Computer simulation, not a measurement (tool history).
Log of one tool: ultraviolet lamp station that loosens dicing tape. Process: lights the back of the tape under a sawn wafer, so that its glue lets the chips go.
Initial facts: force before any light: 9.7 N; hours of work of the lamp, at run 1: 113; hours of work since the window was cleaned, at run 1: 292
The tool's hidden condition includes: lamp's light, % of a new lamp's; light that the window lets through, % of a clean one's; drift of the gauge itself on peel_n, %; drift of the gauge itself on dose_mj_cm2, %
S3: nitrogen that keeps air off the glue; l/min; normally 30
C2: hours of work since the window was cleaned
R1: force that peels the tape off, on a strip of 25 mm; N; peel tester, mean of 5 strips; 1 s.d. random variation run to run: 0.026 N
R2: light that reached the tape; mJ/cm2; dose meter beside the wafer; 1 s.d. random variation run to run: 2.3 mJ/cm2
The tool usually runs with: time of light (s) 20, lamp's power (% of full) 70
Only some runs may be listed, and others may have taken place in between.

{"run": 1, "hour": 0.0, "time of light (s)": 20, "lamp's power (% of full)": 70, "S3": 30, "hours of work of the lamp": 113, "C2": 292, "R1": 1.445, "R2": 204}
{"run": 2, "hour": 3.9, "time of light (s)": 20, "lamp's power (% of full)": 70, "S3": 30, "hours of work of the lamp": 115, "C2": 294, "R1": 1.416, "R2": 201}
{"run": 3, "hour": 8.3, "time of light (s)": 20, "lamp's power (% of full)": 70, "S3": 30, "hours of work of the lamp": 117, "C2": 296, "R1": 1.461, "R2": 204}
{"run": 4, "hour": 12.8, "time of light (s)": 20, "lamp's power (% of full)": 67, "S3": 30, "hours of work of the lamp": 120, "C2": 298, "R1": 1.599, "R2": 197}
{"run": 5, "hour": 21.1, "time of light (s)": 20, "lamp's power (% of full)": 70, "S3": 30, "hours of work of the lamp": 124, "C2": 302, "R1": 1.421, "R2": 200}
{"run": 6, "hour": 27.2, "time of light (s)": 16, "lamp's power (% of full)": 70, "S3": 30, "hours of work of the lamp": 127, "C2": 305, "R1": 2.108, "R2": 163}
{"run": 7, "hour": 33.3, "time of light (s)": 20, "lamp's power (% of full)": 70, "S3": 30, "hours of work of the lamp": 130, "C2": 308, "R1": 1.471, "R2": 205}
{"run": 8, "hour": 41.2, "time of light (s)": 20, "lamp's power (% of full)": 70, "S3": 30, "hours of work of the lamp": 134, "C2": 312, "R1": 1.404, "R2": 201}
{"run": 9, "hour": 47.0, "time of light (s)": 13, "lamp's power (% of full)": 70, "S3": 30, "hours of work of the lamp": 137, "C2": 315, "R1": 2.698, "R2": 130}
{"run": 10, "hour": 52.4, "time of light (s)": 20, "lamp's power (% of full)": 86, "S3": 30, "hours of work of the lamp": 139, "C2": 318, "R1": 0.979, "R2": 242}
{"run": 11, "hour": 59.0, "time of light (s)": 20, "lamp's power (% of full)": 86, "S3": 30, "hours of work of the lamp": 143, "C2": 321, "R1": 0.99, "R2": 250}
{"run": 12, "hour": 64.9, "time of light (s)": 20, "lamp's power (% of full)": 86, "S3": 30, "hours of work of the lamp": 146, "C2": 324, "R1": 0.993, "R2": 252}
{"run": 13, "hour": 68.9, "time of light (s)": 20, "lamp's power (% of full)": 86, "S3": 30, "hours of work of the lamp": 148, "C2": 326, "R1": 1.009, "R2": 247}
{"hour": 70.3, "done": "window cleaned of glue's vapour"}
{"run": 14, "hour": 73.9, "time of light (s)": 20, "lamp's power (% of full)": 86, "S3": 30, "hours of work of the lamp": 150, "C2": 2, "R1": 1.001, "R2": 247}
{"run": 15, "hour": 82.3, "time of light (s)": 20, "lamp's power (% of full)": 70, "S3": 30, "hours of work of the lamp": 154, "C2": 6, "R1": 1.523, "R2": 198}
{"run": 16, "hour": 88.9, "time of light (s)": 20, "lamp's power (% of full)": 70, "S3": 39, "hours of work of the lamp": 157, "C2": 9, "R1": 1.289, "R2": 202}
{"run": 17, "hour": 96.5, "time of light (s)": 18, "lamp's power (% of full)": 70, "S3": 39, "hours of work of the lamp": 161, "C2": 13, "R1": 1.566, "R2": 179}
{"run": 18, "hour": 104.5, "time of light (s)": 18, "lamp's power (% of full)": 70, "S3": 39, "hours of work of the lamp": 165, "C2": 17, "R1": 1.602, "R2": 181}
{"run": 19, "hour": 111.2, "time of light (s)": 18, "lamp's power (% of full)": 70, "S3": 39, "hours of work of the lamp": 169, "C2": 20, "R1": 1.559, "R2": 181}
{"run": 20, "hour": 116.2, "time of light (s)": 18, "lamp's power (% of full)": 70, "S3": 39, "hours of work of the lamp": 171, "C2": 23, "R1": 1.563, "R2": 183}
{"hour": 124.2, "done": "window cleaned of glue's vapour, once more"}
{"run": 21, "hour": 124.5, "time of light (s)": 18, "lamp's power (% of full)": 86, "S3": 39, "hours of work of the lamp": 175, "C2": 0, "R1": 1.044, "R2": 226}
{"run": 22, "hour": 128.1, "time of light (s)": 18, "lamp's power (% of full)": 86, "S3": 39, "hours of work of the lamp": 177, "C2": 2, "R1": 1.016, "R2": 224}
{"run": 23, "hour": 135.6, "time of light (s)": 18, "lamp's power (% of full)": 74, "S3": 27, "hours of work of the lamp": 181, "C2": 6, "R1": 1.621, "R2": 196}
{"run": 24, "hour": 140.7, "time of light (s)": 29, "lamp's power (% of full)": 89, "S3": 27, "hours of work of the lamp": 183, "C2": 8, "R1": 0.424, "R2": 378}
{"run": 25, "hour": 144.5, "time of light (s)": 20, "lamp's power (% of full)": 71, "S3": 30, "hours of work of the lamp": 185, "C2": 10, "R1": 1.413, "R2": 208}
{"run": 26, "hour": 150.5, "time of light (s)": 31, "lamp's power (% of full)": 81, "S3": 13, "hours of work of the lamp": 188, "C2": 13, "R1": 0.784, "R2": 366}
{"run": 27, "hour": 154.3, "time of light (s)": 35, "lamp's power (% of full)": 70, "S3": 30, "hours of work of the lamp": 190, "C2": 15, "R1": 0.451, "R2": 362}
{"run": 28, "hour": 161.4, "time of light (s)": 15, "lamp's power (% of full)": 67, "S3": 30, "hours of work of the lamp": 193, "C2": 19, "R1": 2.385, "R2": 149}
{"run": 29, "hour": 166.1, "time of light (s)": 28, "lamp's power (% of full)": 78, "S3": 16, "hours of work of the lamp": 196, "C2": 21, "R1": 0.866, "R2": 320}
{"run": 30, "hour": 173.1, "time of light (s)": 20, "lamp's power (% of full)": 70, "S3": 30, "hours of work of the lamp": 199, "C2": 24, "R1": 1.461, "R2": 207}
{"run": 31, "hour": 179.3, "time of light (s)": 20, "lamp's power (% of full)": 70, "S3": 30, "hours of work of the lamp": 202, "C2": 28, "R1": 1.425, "R2": 200}
{"run": 32, "hour": 186.0, "time of light (s)": 17, "lamp's power (% of full)": 75, "S3": 9, "hours of work of the lamp": 206, "C2": 31, "R1": 2.894, "R2": 187}
{"run": 33, "hour": 191.6, "time of light (s)": 17, "lamp's power (% of full)": 75, "S3": 9, "hours of work of the lamp": 209, "C2": 34, "R1": 2.853, "R2": 182}
{"run": 34, "hour": 196.4, "time of light (s)": 20, "lamp's power (% of full)": 91, "S3": 51, "hours of work of the lamp": 211, "C2": 36, "R1": 0.648, "R2": 265}
{"run": 35, "hour": 200.1, "time of light (s)": 23, "lamp's power (% of full)": 63, "S3": 30, "hours of work of the lamp": 213, "C2": 38, "R1": 1.4, "R2": 206}
{"run": 36, "hour": 209.1, "time of light (s)": 20, "lamp's power (% of full)": 65, "S3": 30, "hours of work of the lamp": 217, "C2": 42, "R1": 1.667, "R2": 187}
{"run": 37, "hour": 212.7, "time of light (s)": 20, "lamp's power (% of full)": 70, "S3": 30, "hours of work of the lamp": 219, "C2": 44, "R1": 1.463, "R2": 202}
{"run": 38, "hour": 217.4, "time of light (s)": 20, "lamp's power (% of full)": 70, "S3": 30, "hours of work of the lamp": 221, "C2": 47, "R1": 1.494, "R2": 204}
{"run": 39, "hour": 223.7, "time of light (s)": 20, "lamp's power (% of full)": 71, "S3": 55, "hours of work of the lamp": 225, "C2": 50, "R1": 1.048, "R2": 208}
{"run": 40, "hour": 229.9, "time of light (s)": 38, "lamp's power (% of full)": 89, "S3": 15, "hours of work of the lamp": 228, "C2": 53, "R1": 0.398, "R2": 487}
{"run": 41, "hour": 234.3, "time of light (s)": 38, "lamp's power (% of full)": 89, "S3": 15, "hours of work of the lamp": 230, "C2": 55, "R1": 0.385, "R2": 485}
{"run": 42, "hour": 240.1, "time of light (s)": 28, "lamp's power (% of full)": 92, "S3": 10, "hours of work of the lamp": 233, "C2": 58, "R1": 0.912, "R2": 372}
{"run": 43, "hour": 248.7, "time of light (s)": 35, "lamp's power (% of full)": 95, "S3": 18, "hours of work of the lamp": 237, "C2": 62, "R1": 0.348, "R2": 474}
{"run": 44, "hour": 253.3, "time of light (s)": 35, "lamp's power (% of full)": 95, "S3": 18, "hours of work of the lamp": 239, "C2": 65, "R1": 0.354, "R2": 477}

Consider 3 possible next runs. They are alternatives, not a sequence: every one starts from the tool as it was left by run 44. What does each give?
{"run": "A", "hour": 258.8, "time of light (s)": 17, "lamp's power (% of full)": 72, "S3": 14, "hours of work of the lamp": 242, "C2": 67, "R1": "?", "R2": "?"}
{"run": "B", "hour": 258.8, "time of light (s)": 17, "lamp's power (% of full)": 70, "S3": 13, "hours of work of the lamp": 242, "C2": 67, "R1": "?", "R2": "?"}
{"run": "C", "hour": 258.8, "time of light (s)": 12, "lamp's power (% of full)": 63, "S3": 29, "hours of work of the lamp": 242, "C2": 67, "R1": "?", "R2": "?"}

run=A R1=2.612 R2=174
run=B R1=2.804 R2=171
run=C R1=3.480 R2=108
The same runs, with their run-to-run variation unchanged, on a tool lacking any hidden condition would have given:
run=A R1=2.380 R2=187
run=B R1=2.565 R2=184
run=C R1=3.231 R2=116

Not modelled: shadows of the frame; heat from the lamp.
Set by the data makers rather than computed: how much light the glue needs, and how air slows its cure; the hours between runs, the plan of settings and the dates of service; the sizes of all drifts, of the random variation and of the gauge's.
